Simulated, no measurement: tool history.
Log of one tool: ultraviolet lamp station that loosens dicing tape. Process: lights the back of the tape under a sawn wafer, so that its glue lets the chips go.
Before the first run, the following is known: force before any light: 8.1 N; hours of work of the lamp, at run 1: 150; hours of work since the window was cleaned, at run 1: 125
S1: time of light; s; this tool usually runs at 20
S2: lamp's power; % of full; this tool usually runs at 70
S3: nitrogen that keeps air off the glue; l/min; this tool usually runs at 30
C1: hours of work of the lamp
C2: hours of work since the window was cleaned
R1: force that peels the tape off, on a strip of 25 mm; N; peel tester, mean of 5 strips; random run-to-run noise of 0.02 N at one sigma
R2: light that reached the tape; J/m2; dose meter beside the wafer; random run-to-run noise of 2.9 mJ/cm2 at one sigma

run,hour,S1,S2,S3,C1,C2,R1,R2
1,0.0,20,70,30,150,125,1.159,3730
2,10.7,20,70,30,158,133,1.168,3740
3,22.7,20,70,30,167,142,1.195,3740
4,31.3,20,70,30,174,148,1.203,3740
5,40.2,20,70,30,180,155,1.178,3750
6,50.4,20,70,30,188,162,1.163,3710
7,61.1,20,70,30,196,170,1.163,3720
8,67.8,20,70,30,201,175,1.251,3690
9,74.0,20,70,30,206,180,1.212,3630
10,83.3,20,70,30,213,187,1.239,3670
11,89.0,20,70,30,217,191,1.234,3610
12,101.1,20,70,30,226,200,1.217,3660
13,108.0,20,70,30,231,206,1.244,3640
14,113.4,24,70,30,235,210,0.919,4380
15,122.0,24,83,30,242,216,0.626,5180
16,134.6,20,92,30,251,226,0.788,4670
17,142.7,20,92,30,257,232,0.760,4690
# hour 144.0: window cleaned of glue's vapour
18,151.9,20,70,20,264,6,1.709,3370
19,160.5,20,79,30,270,12,1.106,3920
20,167.3,20,79,30,275,18,1.135,3820
21,177.3,20,86,30,283,25,0.952,4170
# hour 178.5: window cleaned of glue's vapour, once more
22,187.9,20,86,30,290,7,0.739,4770
23,197.1,37,63,9,297,14,0.986,6460
24,209.9,11,99,23,307,24,1.853,3000
25,220.3,34,98,19,315,31,0.306,9230
26,230.9,21,89,30,323,39,0.652,5150
27,243.7,21,89,23,332,49,0.769,5120
28,255.6,21,89,23,341,58,0.809,5090
29,265.8,21,89,23,349,66,0.818,5040
30,279.1,16,70,30,359,76,1.649,3000
31,290.8,38,70,30,368,84,0.359,7170
32,299.7,38,70,30,374,91,0.348,7120
33,311.8,38,70,30,384,100,0.357,7030
34,320.9,38,80,11,390,107,0.567,8100
35,331.9,20,69,30,399,115,1.225,3630
36,343.7,24,69,55,407,124,0.612,4390
37,349.0,34,85,30,411,128,0.335,7580
38,361.7,20,70,12,421,138,2.026,3680
39,372.5,24,90,17,429,146,0.821,5700
40,379.6,24,90,17,434,151,0.816,5590
41,386.9,20,92,30,440,157,0.733,4750
42,395.5,20,92,30,446,163,0.752,4730
43,403.0,20,92,30,452,169,0.758,4720

Subtracting, for every run, the result it would have given without the tool's unlogged condition from the measured result gives the following. The same run-to-run variation enters both numbers; the gauge's scatter may not:
What the log doesn't record here: lamp's light, % of a new lamp's; light that the window lets through, % of a clean one's; drift of the gauge itself on peel_n, %; drift of the gauge itself on dose_mj_cm2, %.
run,R1,R2
1,+0.178,-370
2,+0.187,-390
3,+0.197,-410
4,+0.203,-420
5,+0.206,-430
6,+0.211,-440
7,+0.218,-460
8,+0.237,-470
9,+0.232,-480
10,+0.245,-490
11,+0.246,-490
12,+0.250,-510
13,+0.261,-520
14,+0.209,-640
15,+0.148,-770
16,+0.189,-720
17,+0.187,-740
18,+0.440,-710
19,+0.332,-830
20,+0.342,-830
21,+0.301,-920
22,+0.086,-310
23,+0.115,-450
24,+0.176,-220
25,+0.029,-720
26,+0.092,-420
27,+0.114,-450
28,+0.123,-460
29,+0.131,-480
30,+0.223,-300
31,+0.049,-750
32,+0.051,-760
33,+0.051,-790
34,+0.106,-930
35,+0.220,-430
36,+0.127,-550
37,+0.047,-970
38,+0.319,-490
39,+0.181,-780
40,+0.183,-780
41,+0.168,-680
42,+0.174,-680
43,+0.180,-710

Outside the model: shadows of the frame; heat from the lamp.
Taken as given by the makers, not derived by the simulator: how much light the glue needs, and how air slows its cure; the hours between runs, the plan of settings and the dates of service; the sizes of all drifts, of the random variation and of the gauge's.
